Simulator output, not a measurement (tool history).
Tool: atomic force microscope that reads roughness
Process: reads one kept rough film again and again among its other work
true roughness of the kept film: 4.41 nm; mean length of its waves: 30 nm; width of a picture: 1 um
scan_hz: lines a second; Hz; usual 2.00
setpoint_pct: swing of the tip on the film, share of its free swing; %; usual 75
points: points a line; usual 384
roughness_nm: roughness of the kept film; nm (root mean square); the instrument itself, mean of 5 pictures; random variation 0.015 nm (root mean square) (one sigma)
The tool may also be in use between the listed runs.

run 1 day=0.000 | scan_hz=2.00 setpoint_pct=75 points=384 | roughness_nm=3.519
run 2 day=0.388 | scan_hz=2.00 setpoint_pct=75 points=384 | roughness_nm=3.480
run 3 day=1.200 | scan_hz=3.09 setpoint_pct=75 points=384 | roughness_nm=3.303
run 4 day=1.921 | scan_hz=3.09 setpoint_pct=75 points=384 | roughness_nm=3.216
run 5 day=2.783 | scan_hz=2.00 setpoint_pct=71 points=384 | roughness_nm=3.487
run 6 day=3.300 | scan_hz=0.95 setpoint_pct=75 points=384 | roughness_nm=3.548
run 7 day=4.133 | scan_hz=0.95 setpoint_pct=75 points=384 | roughness_nm=3.495
run 8 day=4.850 | scan_hz=0.95 setpoint_pct=88 points=384 | roughness_nm=3.321
run 9 day=5.471 | scan_hz=0.95 setpoint_pct=88 points=384 | roughness_nm=3.295
run 10 day=6.021 | scan_hz=0.95 setpoint_pct=88 points=256 | roughness_nm=3.231
run 11 day=6.688 | scan_hz=1.30 setpoint_pct=88 points=256 | roughness_nm=3.093
run 12 day=7.312 | scan_hz=1.30 setpoint_pct=88 points=256 | roughness_nm=3.068
run 13 day=7.683 | scan_hz=2.00 setpoint_pct=75 points=384 | roughness_nm=3.138
run 14 day=8.375 | scan_hz=0.51 setpoint_pct=75 points=384 | roughness_nm=3.401
-- day=8.858 new tip fitted
run 15 day=9.033 | scan_hz=0.51 setpoint_pct=75 points=384 | roughness_nm=3.823
run 16 day=9.658 | scan_hz=2.00 setpoint_pct=62 points=400 | roughness_nm=3.697
run 17 day=10.479 | scan_hz=1.95 setpoint_pct=63 points=935 | roughness_nm=3.712
run 18 day=11.033 | scan_hz=0.90 setpoint_pct=81 points=730 | roughness_nm=3.607
run 19 day=11.562 | scan_hz=1.11 setpoint_pct=73 points=325 | roughness_nm=3.597
run 20 day=12.150 | scan_hz=1.38 setpoint_pct=81 points=655 | roughness_nm=3.428
run 21 day=12.612 | scan_hz=3.44 setpoint_pct=87 points=292 | roughness_nm=2.741
run 22 day=13.017 | scan_hz=0.51 setpoint_pct=87 points=292 | roughness_nm=3.514
run 23 day=13.708 | scan_hz=0.51 setpoint_pct=73 points=260 | roughness_nm=3.584
run 24 day=14.225 | scan_hz=0.51 setpoint_pct=73 points=260 | roughness_nm=3.545
run 25 day=15.058 | scan_hz=3.27 setpoint_pct=57 points=384 | roughness_nm=3.398
run 26 day=15.704 | scan_hz=2.20 setpoint_pct=68 points=627 | roughness_nm=3.367
run 27 day=16.312 | scan_hz=2.12 setpoint_pct=72 points=384 | roughness_nm=3.247
run 28 day=16.754 | scan_hz=2.97 setpoint_pct=72 points=384 | roughness_nm=3.096
run 29 day=17.321 | scan_hz=2.97 setpoint_pct=72 points=384 | roughness_nm=3.097

5 ways to go on from here, each from the tool as it stands after run 29. What would each give?
run A day=17.717 | scan_hz=2.97 setpoint_pct=83 points=434 | roughness_nm=?
run B day=17.717 | scan_hz=2.33 setpoint_pct=65 points=939 | roughness_nm=?
run C day=17.717 | scan_hz=1.31 setpoint_pct=86 points=673 | roughness_nm=?
run D day=17.717 | scan_hz=0.80 setpoint_pct=77 points=384 | roughness_nm=?
run E day=17.717 | scan_hz=2.19 setpoint_pct=75 points=869 | roughness_nm=?

run=A roughness_nm=2.789
run=B roughness_nm=3.278
run=C roughness_nm=3.109
run=D roughness_nm=3.359
run=E roughness_nm=3.134
Without the tool's hidden state the same runs would have given:
run=A roughness_nm=3.169
run=B roughness_nm=3.723
run=C roughness_nm=3.533
run=D roughness_nm=3.814
run=E roughness_nm=3.560

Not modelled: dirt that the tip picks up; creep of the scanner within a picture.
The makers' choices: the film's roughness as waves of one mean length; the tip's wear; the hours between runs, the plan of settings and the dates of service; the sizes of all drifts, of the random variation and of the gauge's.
